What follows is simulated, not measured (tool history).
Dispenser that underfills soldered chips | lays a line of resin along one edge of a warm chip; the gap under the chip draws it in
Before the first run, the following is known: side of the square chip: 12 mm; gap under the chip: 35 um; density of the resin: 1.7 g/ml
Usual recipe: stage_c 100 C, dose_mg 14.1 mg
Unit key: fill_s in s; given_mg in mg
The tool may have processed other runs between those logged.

{"run": 1, "day": 0.0, "stage_c": 100, "dose_mg": 14.1, "fill_s": 186.7, "given_mg": 13.69}
{"day": 0.433, "done": "new syringe of resin"}
{"run": 2, "day": 0.442, "stage_c": 100, "dose_mg": 14.1, "fill_s": 183.2, "given_mg": 13.58}
{"run": 3, "day": 0.812, "stage_c": 100, "dose_mg": 14.1, "fill_s": 254.4, "given_mg": 13.61}
{"day": 0.904, "done": "new syringe of resin"}
{"run": 4, "day": 1.008, "stage_c": 100, "dose_mg": 14.4, "fill_s": 200.7, "given_mg": 13.83}
{"day": 1.342, "done": "new syringe of resin"}
{"run": 5, "day": 1.4, "stage_c": 100, "dose_mg": 14.4, "fill_s": 194.5, "given_mg": 13.62}
{"day": 1.775, "done": "new syringe of resin"}
{"run": 6, "day": 1.817, "stage_c": 100, "dose_mg": 13.9, "fill_s": 190.3, "given_mg": 13.27}
{"run": 7, "day": 2.133, "stage_c": 100, "dose_mg": 13.9, "fill_s": 249.8, "given_mg": 13.11}
{"day": 2.225, "done": "new syringe of resin"}
{"day": 2.267, "done": "dispensing valve cleaned and set on the balance"}
{"run": 8, "day": 2.379, "stage_c": 97, "dose_mg": 13.9, "fill_s": 232.2, "given_mg": 13.89}
{"day": 2.708, "done": "new syringe of resin"}
{"run": 9, "day": 2.808, "stage_c": 97, "dose_mg": 13.9, "fill_s": 228.9, "given_mg": 13.83}
{"run": 10, "day": 2.996, "stage_c": 97, "dose_mg": 13.9, "fill_s": 259.5, "given_mg": 13.76}
{"day": 3.171, "done": "new syringe of resin"}
{"run": 11, "day": 3.225, "stage_c": 100, "dose_mg": 14.1, "fill_s": 185.9, "given_mg": 13.79}
{"run": 12, "day": 3.471, "stage_c": 114, "dose_mg": 14.1, "fill_s": 135.5, "given_mg": 13.77}
{"day": 3.617, "done": "new syringe of resin"}
{"run": 13, "day": 3.754, "stage_c": 100, "dose_mg": 16.2, "fill_s": 203.8, "given_mg": 15.75}
{"day": 4.058, "done": "new syringe of resin"}
{"run": 14, "day": 4.058, "stage_c": 100, "dose_mg": 16.2, "fill_s": 179.5, "given_mg": 15.6}
{"run": 15, "day": 4.379, "stage_c": 100, "dose_mg": 16.2, "fill_s": 232.0, "given_mg": 15.61}
{"day": 4.508, "done": "new syringe of resin"}
{"run": 16, "day": 4.796, "stage_c": 100, "dose_mg": 16.2, "fill_s": 223.8, "given_mg": 15.56}
{"day": 4.946, "done": "new syringe of resin"}
{"run": 17, "day": 5.246, "stage_c": 100, "dose_mg": 16.2, "fill_s": 226.1, "given_mg": 15.42}
{"day": 5.408, "done": "new syringe of resin"}
{"run": 18, "day": 5.496, "stage_c": 100, "dose_mg": 16.2, "fill_s": 193.3, "given_mg": 15.28}
{"run": 19, "day": 5.754, "stage_c": 100, "dose_mg": 16.2, "fill_s": 240.9, "given_mg": 15.18}
{"day": 5.862, "done": "new syringe of resin"}
{"run": 20, "day": 6.104, "stage_c": 100, "dose_mg": 15.3, "fill_s": 221.5, "given_mg": 14.46}
{"day": 6.188, "done": "dispensing valve cleaned and set on the balance"}
{"day": 6.342, "done": "new syringe of resin"}
{"run": 21, "day": 6.367, "stage_c": 90, "dose_mg": 14.6, "fill_s": 274.0, "given_mg": 14.57}
{"run": 22, "day": 6.733, "stage_c": 114, "dose_mg": 15.8, "fill_s": 142.3, "given_mg": 15.67}
{"day": 6.783, "done": "new syringe of resin"}
{"run": 23, "day": 6.95, "stage_c": 100, "dose_mg": 15.3, "fill_s": 200.6, "given_mg": 15.0}
{"day": 7.221, "done": "new syringe of resin"}
{"run": 24, "day": 7.292, "stage_c": 97, "dose_mg": 14.1, "fill_s": 212.3, "given_mg": 13.79}

What will run 25 give?
{"run": 25, "day": 7.625, "stage_c": 103, "dose_mg": 14.1, "fill_s": "?", "given_mg": "?"}

Run 25 gave fill_s 222.1 s, given_mg 13.63 mg.
Had the tool carried no hidden state, the very same run would have given fill_s 177.5 s, given_mg 13.97 mg.

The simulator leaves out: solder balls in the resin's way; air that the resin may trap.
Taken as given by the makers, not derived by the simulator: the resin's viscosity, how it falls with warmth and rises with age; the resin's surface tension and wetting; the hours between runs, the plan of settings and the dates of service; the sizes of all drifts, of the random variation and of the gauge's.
